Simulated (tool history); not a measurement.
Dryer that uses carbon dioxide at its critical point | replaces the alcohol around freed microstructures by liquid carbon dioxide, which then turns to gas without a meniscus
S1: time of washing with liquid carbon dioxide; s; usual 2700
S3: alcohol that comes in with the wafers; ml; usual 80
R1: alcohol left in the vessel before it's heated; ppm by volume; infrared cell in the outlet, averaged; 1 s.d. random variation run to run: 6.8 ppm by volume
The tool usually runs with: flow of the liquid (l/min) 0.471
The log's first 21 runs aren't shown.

run 22 hour=357.4 | S1=3060 flow_of_the_liquid_(l/min)=0.581 S3=87 | R1=184
run 23 hour=377.5 | S1=1680 flow_of_the_liquid_(l/min)=0.471 S3=31 | R1=696
run 24 hour=400.6 | S1=2700 flow_of_the_liquid_(l/min)=0.471 S3=78 | R1=431
run 25 hour=412.0 | S1=2520 flow_of_the_liquid_(l/min)=0.390 S3=49 | R1=610
run 26 hour=425.2 | S1=1920 flow_of_the_liquid_(l/min)=0.405 S3=31 | R1=720
run 27 hour=446.4 | S1=2700 flow_of_the_liquid_(l/min)=0.631 S3=29 | R1=151
run 28 hour=466.1 | S1=2700 flow_of_the_liquid_(l/min)=0.631 S3=29 | R1=150
run 29 hour=480.7 | S1=2640 flow_of_the_liquid_(l/min)=0.471 S3=80 | R1=496
run 30 hour=503.4 | S1=2160 flow_of_the_liquid_(l/min)=0.296 S3=73 | R1=2369
run 31 hour=519.2 | S1=2160 flow_of_the_liquid_(l/min)=0.535 S3=51 | R1=463
run 32 hour=537.0 | S1=2160 flow_of_the_liquid_(l/min)=0.535 S3=51 | R1=463
run 33 hour=547.1 | S1=2160 flow_of_the_liquid_(l/min)=0.535 S3=51 | R1=472
run 34 hour=561.1 | S1=1680 flow_of_the_liquid_(l/min)=0.471 S3=38 | R1=921

Branching from run 34: 3 alternative next runs. What would each branch give?
run A hour=580.2 | S1=2700 flow_of_the_liquid_(l/min)=0.471 S3=28 | R1=?
run B hour=580.2 | S1=2700 flow_of_the_liquid_(l/min)=0.559 S3=101 | R1=?
run C hour=580.2 | S1=3360 flow_of_the_liquid_(l/min)=0.652 S3=24 | R1=?

run=A R1=267
run=B R1=357
run=C R1=145
Without the tool's hidden state the same runs would have given:
run=A R1=112
run=B R1=178
run=C R1=12
